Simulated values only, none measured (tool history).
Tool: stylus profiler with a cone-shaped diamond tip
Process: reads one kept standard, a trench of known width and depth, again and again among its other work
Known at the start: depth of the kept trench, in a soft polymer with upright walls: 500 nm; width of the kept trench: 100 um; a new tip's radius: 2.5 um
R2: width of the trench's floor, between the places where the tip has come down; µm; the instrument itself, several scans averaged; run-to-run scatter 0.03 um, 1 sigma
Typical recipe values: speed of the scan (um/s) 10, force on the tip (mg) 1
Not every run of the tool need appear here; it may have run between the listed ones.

run 1 day=0 | speed_of_the_scan_(um/s)=10 force_on_the_tip_(mg)=1 | depth_of_the_trench_(nm)=503.54 R2=95.2
run 2 day=3.933 | speed_of_the_scan_(um/s)=10 force_on_the_tip_(mg)=1 | depth_of_the_trench_(nm)=503.34 R2=95.11
run 3 day=10.096 | speed_of_the_scan_(um/s)=10 force_on_the_tip_(mg)=1 | depth_of_the_trench_(nm)=503.19 R2=94.95
-- day=11.854 new tip fitted, height scale calibrated
run 4 day=14.758 | speed_of_the_scan_(um/s)=10 force_on_the_tip_(mg)=1 | depth_of_the_trench_(nm)=504.29 R2=96.84
run 5 day=18.8 | speed_of_the_scan_(um/s)=10 force_on_the_tip_(mg)=1 | depth_of_the_trench_(nm)=504.4 R2=96.71
run 6 day=21.825 | speed_of_the_scan_(um/s)=10 force_on_the_tip_(mg)=1 | depth_of_the_trench_(nm)=504.31 R2=96.54
-- day=22.388 height scale calibrated on a step standard
run 7 day=25.229 | speed_of_the_scan_(um/s)=9 force_on_the_tip_(mg)=0.37 | depth_of_the_trench_(nm)=502.3 R2=96.45
run 8 day=29.296 | speed_of_the_scan_(um/s)=19 force_on_the_tip_(mg)=0.74 | depth_of_the_trench_(nm)=503.4 R2=96.23
run 9 day=32.083 | speed_of_the_scan_(um/s)=6 force_on_the_tip_(mg)=0.65 | depth_of_the_trench_(nm)=502.9 R2=96.31
-- day=37.012 height scale calibrated on a step standard, once more
run 10 day=37.012 | speed_of_the_scan_(um/s)=32 force_on_the_tip_(mg)=2.64 | depth_of_the_trench_(nm)=508.25 R2=96.04
run 11 day=40.242 | speed_of_the_scan_(um/s)=32 force_on_the_tip_(mg)=2.64 | depth_of_the_trench_(nm)=508.29 R2=95.97
run 12 day=45.2 | speed_of_the_scan_(um/s)=5 force_on_the_tip_(mg)=1 | depth_of_the_trench_(nm)=503.96 R2=95.92

Consider 5 possible next runs. They are alternatives, not a sequence: every one starts from the tool as it was left by run 12. What does each give?
run A day=50.567 | speed_of_the_scan_(um/s)=7 force_on_the_tip_(mg)=1 | depth_of_the_trench_(nm)=? R2=?
run B day=50.567 | speed_of_the_scan_(um/s)=8 force_on_the_tip_(mg)=0.83 | depth_of_the_trench_(nm)=? R2=?
run C day=50.567 | speed_of_the_scan_(um/s)=27 force_on_the_tip_(mg)=1.03 | depth_of_the_trench_(nm)=? R2=?
run D day=50.567 | speed_of_the_scan_(um/s)=4 force_on_the_tip_(mg)=0.36 | depth_of_the_trench_(nm)=? R2=?
run E day=50.567 | speed_of_the_scan_(um/s)=16 force_on_the_tip_(mg)=0.74 | depth_of_the_trench_(nm)=? R2=?

run=A depth_of_the_trench_(nm)=504.1 R2=95.74
run=B depth_of_the_trench_(nm)=503.45 R2=95.72
run=C depth_of_the_trench_(nm)=504.31 R2=95.6
run=D depth_of_the_trench_(nm)=501.93 R2=95.76
run=E depth_of_the_trench_(nm)=503.28 R2=95.69
Stripped of hidden state, with their random variation kept, the same runs would have yielded:
run=A depth_of_the_trench_(nm)=504.3 R2=96.93
run=B depth_of_the_trench_(nm)=503.65 R2=96.91
run=C depth_of_the_trench_(nm)=504.52 R2=96.79
run=D depth_of_the_trench_(nm)=502.13 R2=96.95
run=E depth_of_the_trench_(nm)=503.49 R2=96.87
